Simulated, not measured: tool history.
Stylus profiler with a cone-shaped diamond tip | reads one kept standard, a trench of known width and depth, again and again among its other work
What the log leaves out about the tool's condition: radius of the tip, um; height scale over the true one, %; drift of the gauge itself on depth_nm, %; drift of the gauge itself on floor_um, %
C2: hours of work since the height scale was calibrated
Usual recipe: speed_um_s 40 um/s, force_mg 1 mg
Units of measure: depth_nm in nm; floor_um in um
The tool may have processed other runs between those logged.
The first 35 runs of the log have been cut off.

{"run": 36, "hour": 500.3, "speed_um_s": 40, "force_mg": 1.67, "scans with this tip": 2547, "C2": 45, "depth_nm": 1011.64, "floor_um": 23.3}
{"hour": 503.3, "done": "height scale calibrated on a step standard, once more"}
{"run": 37, "hour": 512.9, "speed_um_s": 21, "force_mg": 1.51, "scans with this tip": 2583, "C2": 5, "depth_nm": 1011.33, "floor_um": 23.42}
{"run": 38, "hour": 529.7, "speed_um_s": 28, "force_mg": 0.63, "scans with this tip": 2635, "C2": 14, "depth_nm": 1005.86, "floor_um": 23.22}
{"run": 39, "hour": 541.4, "speed_um_s": 141, "force_mg": 0.82, "scans with this tip": 2671, "C2": 21, "depth_nm": 1007.47, "floor_um": 21.98}
{"run": 40, "hour": 551.7, "speed_um_s": 40, "force_mg": 0.72, "scans with this tip": 2702, "C2": 26, "depth_nm": 1006.84, "floor_um": 23.08}
{"run": 41, "hour": 571.3, "speed_um_s": 40, "force_mg": 0.72, "scans with this tip": 2762, "C2": 37, "depth_nm": 1006.2, "floor_um": 23.06}
{"run": 42, "hour": 582.0, "speed_um_s": 40, "force_mg": 0.72, "scans with this tip": 2795, "C2": 43, "depth_nm": 1007.06, "floor_um": 23.07}
{"run": 43, "hour": 602.1, "speed_um_s": 40, "force_mg": 0.72, "scans with this tip": 2856, "C2": 54, "depth_nm": 1006.55, "floor_um": 23.08}
{"run": 44, "hour": 621.2, "speed_um_s": 40, "force_mg": 0.72, "scans with this tip": 2914, "C2": 64, "depth_nm": 1006.35, "floor_um": 22.99}
{"run": 45, "hour": 635.0, "speed_um_s": 19, "force_mg": 1.42, "scans with this tip": 2956, "C2": 71, "depth_nm": 1010.24, "floor_um": 23.36}
{"run": 46, "hour": 645.8, "speed_um_s": 24, "force_mg": 1.37, "scans with this tip": 2989, "C2": 77, "depth_nm": 1010.31, "floor_um": 23.29}

3 ways to go on from here, each from the tool as it stands after run 46. What would each give?
{"run": "A", "hour": 661.8, "speed_um_s": 16, "force_mg": 2.04, "scans with this tip": 3038, "C2": 86, "depth_nm": "?", "floor_um": "?"}
{"run": "B", "hour": 661.8, "speed_um_s": 31, "force_mg": 1.06, "scans with this tip": 3038, "C2": 86, "depth_nm": "?", "floor_um": "?"}
{"run": "C", "hour": 661.8, "speed_um_s": 83, "force_mg": 1.06, "scans with this tip": 3038, "C2": 86, "depth_nm": "?", "floor_um": "?"}

run=A depth_nm=1013.58 floor_um=23.43
run=B depth_nm=1008.53 floor_um=23.2
run=C depth_nm=1008.58 floor_um=22.71
Without the tool's unlogged condition, the same runs would have read:
run=A depth_nm=1013.97 floor_um=23.93
run=B depth_nm=1008.91 floor_um=23.7
run=C depth_nm=1008.96 floor_um=23.21

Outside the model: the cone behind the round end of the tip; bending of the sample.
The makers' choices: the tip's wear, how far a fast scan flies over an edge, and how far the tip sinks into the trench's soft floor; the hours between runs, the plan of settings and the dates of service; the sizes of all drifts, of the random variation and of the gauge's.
